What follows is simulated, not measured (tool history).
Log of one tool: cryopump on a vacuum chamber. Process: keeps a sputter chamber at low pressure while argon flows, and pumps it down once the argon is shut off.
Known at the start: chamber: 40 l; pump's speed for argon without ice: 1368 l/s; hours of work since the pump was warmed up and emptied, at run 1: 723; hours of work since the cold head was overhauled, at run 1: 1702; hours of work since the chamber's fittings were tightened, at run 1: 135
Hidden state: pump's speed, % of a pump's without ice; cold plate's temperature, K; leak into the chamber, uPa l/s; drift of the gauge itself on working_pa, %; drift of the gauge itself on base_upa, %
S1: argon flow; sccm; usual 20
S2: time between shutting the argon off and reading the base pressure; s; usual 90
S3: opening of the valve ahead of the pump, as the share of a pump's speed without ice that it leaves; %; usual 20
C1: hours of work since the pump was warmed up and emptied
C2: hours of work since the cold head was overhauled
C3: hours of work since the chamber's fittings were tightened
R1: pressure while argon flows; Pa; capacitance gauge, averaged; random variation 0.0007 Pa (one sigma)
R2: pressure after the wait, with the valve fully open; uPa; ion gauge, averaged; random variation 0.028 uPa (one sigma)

Run 1, hour 0: usual settings; C1 723; C2 1702; C3 135. Result: R1 0.1338 Pa, R2 1.62 uPa.
Run 2, hour 59.9: usual settings but S3 40 %; C1 752; C2 1730; C3 163. Result: R1 0.071 Pa, R2 1.68 uPa.
Run 3, hour 152: usual settings but S3 23 %; C1 795; C2 1773; C3 206. Result: R1 0.1184 Pa, R2 1.73 uPa.
Run 4, hour 233.9: usual settings but S3 23 %; C1 834; C2 1812; C3 245. Result: R1 0.119 Pa, R2 1.84 uPa.
Run 5, hour 315.6: usual settings but S3 23 %; C1 872; C2 1850; C3 284. Result: R1 0.1206 Pa, R2 1.98 uPa.
Run 6, hour 362: usual settings but S3 23 %; C1 894; C2 1872; C3 305. Result: R1 0.12 Pa, R2 1.97 uPa.
Run 7, hour 429: usual settings but S2 115 s; C1 926; C2 1904; C3 337. Result: R1 0.1357 Pa, R2 1.83 uPa.
Run 8, hour 494.6: usual settings but S2 115 s; C1 957; C2 1935; C3 368. Result: R1 0.1381 Pa, R2 1.88 uPa.
At hour 536: pump warmed up, emptied and cooled again.
Run 9, hour 545.7: usual settings; C1 5; C2 1956; C3 390. Result: R1 0.1253 Pa, R2 1.74 uPa.
Run 10, hour 610.7: usual settings; C1 35; C2 1987; C3 420. Result: R1 0.1258 Pa, R2 1.81 uPa.
Run 11, hour 695.5: usual settings; C1 75; C2 2027; C3 460. Result: R1 0.1253 Pa, R2 1.91 uPa.
Run 12, hour 763.4: usual settings but S3 17 %; C1 107; C2 2059; C3 492. Result: R1 0.1478 Pa, R2 1.98 uPa.
Run 13, hour 823.9: usual settings but S3 17 %; C1 136; C2 2088; C3 521. Result: R1 0.1471 Pa, R2 1.98 uPa.
Run 14, hour 884.5: usual settings but S3 17 %; C1 164; C2 2116; C3 549. Result: R1 0.1475 Pa, R2 2.09 uPa.
Run 15, hour 938.1: usual settings but S3 17 %; C1 190; C2 2141; C3 575. Result: R1 0.149 Pa, R2 2.08 uPa.
Run 16, hour 989: usual settings but S3 17 %; C1 214; C2 2165; C3 599. Result: R1 0.1483 Pa, R2 2.14 uPa.
Run 17, hour 1061.7: usual settings but S2 78 s; C1 248; C2 2200; C3 633. Result: R1 0.1264 Pa, R2 2.37 uPa.
Run 18, hour 1107.1: usual settings but S1 28 sccm, S2 197 s; C1 269; C2 2221; C3 654. Result: R1 0.1779 Pa, R2 1.66 uPa.
Run 19, hour 1209.2: usual settings but S1 32 sccm; C1 317; C2 2269; C3 703. Result: R1 0.2042 Pa, R2 2.38 uPa.

The next listed run, before its measurement:
Run 20, hour 1271: usual settings but S1 32 sccm, S2 24 s, S3 18 %; C1 347; C2 2298; C3 732. Result: R1 ?, R2 ?.

R1: 0.2272 Pa
R2: 5.33 uPa
Without the tool's hidden state the same run would have given R1 0.2199 Pa, R2 4.23 uPa.
